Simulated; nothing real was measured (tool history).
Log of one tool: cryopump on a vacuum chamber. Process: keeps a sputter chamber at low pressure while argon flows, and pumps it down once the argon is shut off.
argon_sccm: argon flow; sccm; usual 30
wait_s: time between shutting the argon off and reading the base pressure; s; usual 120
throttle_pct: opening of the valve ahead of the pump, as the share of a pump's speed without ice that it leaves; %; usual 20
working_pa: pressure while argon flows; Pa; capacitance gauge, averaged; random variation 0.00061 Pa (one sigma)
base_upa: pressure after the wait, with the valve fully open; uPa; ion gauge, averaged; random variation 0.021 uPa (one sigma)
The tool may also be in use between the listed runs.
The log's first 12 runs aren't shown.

run 13 day=35.800 | argon_sccm=30 wait_s=120 throttle_pct=20 | working_pa=0.1192 base_upa=2.08
run 14 day=39.562 | argon_sccm=30 wait_s=120 throttle_pct=20 | working_pa=0.1187 base_upa=2.19
run 15 day=41.888 | argon_sccm=13 wait_s=120 throttle_pct=20 | working_pa=0.0518 base_upa=2.12
run 16 day=44.267 | argon_sccm=13 wait_s=120 throttle_pct=20 | working_pa=0.0513 base_upa=2.25
run 17 day=47.425 | argon_sccm=13 wait_s=120 throttle_pct=20 | working_pa=0.0513 base_upa=2.30
run 18 day=49.104 | argon_sccm=30 wait_s=120 throttle_pct=20 | working_pa=0.1209 base_upa=2.38
run 19 day=50.883 | argon_sccm=30 wait_s=120 throttle_pct=20 | working_pa=0.1200 base_upa=2.34
run 20 day=53.300 | argon_sccm=30 wait_s=120 throttle_pct=20 | working_pa=0.1210 base_upa=2.32
run 21 day=55.288 | argon_sccm=30 wait_s=120 throttle_pct=34 | working_pa=0.0743 base_upa=2.39
run 22 day=58.167 | argon_sccm=30 wait_s=40 throttle_pct=34 | working_pa=0.0739 base_upa=3.15
run 23 day=60.092 | argon_sccm=30 wait_s=40 throttle_pct=34 | working_pa=0.0734 base_upa=3.29
run 24 day=61.925 | argon_sccm=13 wait_s=142 throttle_pct=46 | working_pa=0.0244 base_upa=2.54
run 25 day=63.933 | argon_sccm=23 wait_s=57 throttle_pct=54 | working_pa=0.0378 base_upa=2.95
-- day=67.088 leaking fittings of the chamber tightened, without venting
run 26 day=67.088 | argon_sccm=23 wait_s=57 throttle_pct=43 | working_pa=0.0469 base_upa=0.94
run 27 day=68.771 | argon_sccm=36 wait_s=46 throttle_pct=48 | working_pa=0.0658 base_upa=1.16
run 28 day=71.096 | argon_sccm=36 wait_s=46 throttle_pct=48 | working_pa=0.0665 base_upa=1.18
run 29 day=73.675 | argon_sccm=36 wait_s=46 throttle_pct=48 | working_pa=0.0669 base_upa=1.15
-- day=74.621 pump warmed up, emptied and cooled again
run 30 day=75.633 | argon_sccm=15 wait_s=249 throttle_pct=20 | working_pa=0.0588 base_upa=0.37
run 31 day=78.388 | argon_sccm=17 wait_s=164 throttle_pct=22 | working_pa=0.0605 base_upa=0.51
run 32 day=80.062 | argon_sccm=17 wait_s=164 throttle_pct=22 | working_pa=0.0610 base_upa=0.53
run 33 day=83.642 | argon_sccm=12 wait_s=174 throttle_pct=48 | working_pa=0.0201 base_upa=0.54
run 34 day=87.396 | argon_sccm=14 wait_s=75 throttle_pct=26 | working_pa=0.0434 base_upa=0.89
run 35 day=90.583 | argon_sccm=25 wait_s=75 throttle_pct=21 | working_pa=0.0949 base_upa=0.95

Forecast each of these 3 alternatives for the next run:
run A day=93.900 | argon_sccm=57 wait_s=67 throttle_pct=46 | working_pa=? base_upa=?
run B day=93.900 | argon_sccm=20 wait_s=120 throttle_pct=20 | working_pa=? base_upa=?
run C day=93.900 | argon_sccm=15 wait_s=120 throttle_pct=20 | working_pa=? base_upa=?

run=A working_pa=0.1016 base_upa=1.05
run=B working_pa=0.0800 base_upa=0.82
run=C working_pa=0.0592 base_upa=0.82
Without the tool's hidden state the same runs would have given:
run=A working_pa=0.0957 base_upa=0.75
run=B working_pa=0.0780 base_upa=0.50
run=C working_pa=0.0577 base_upa=0.50
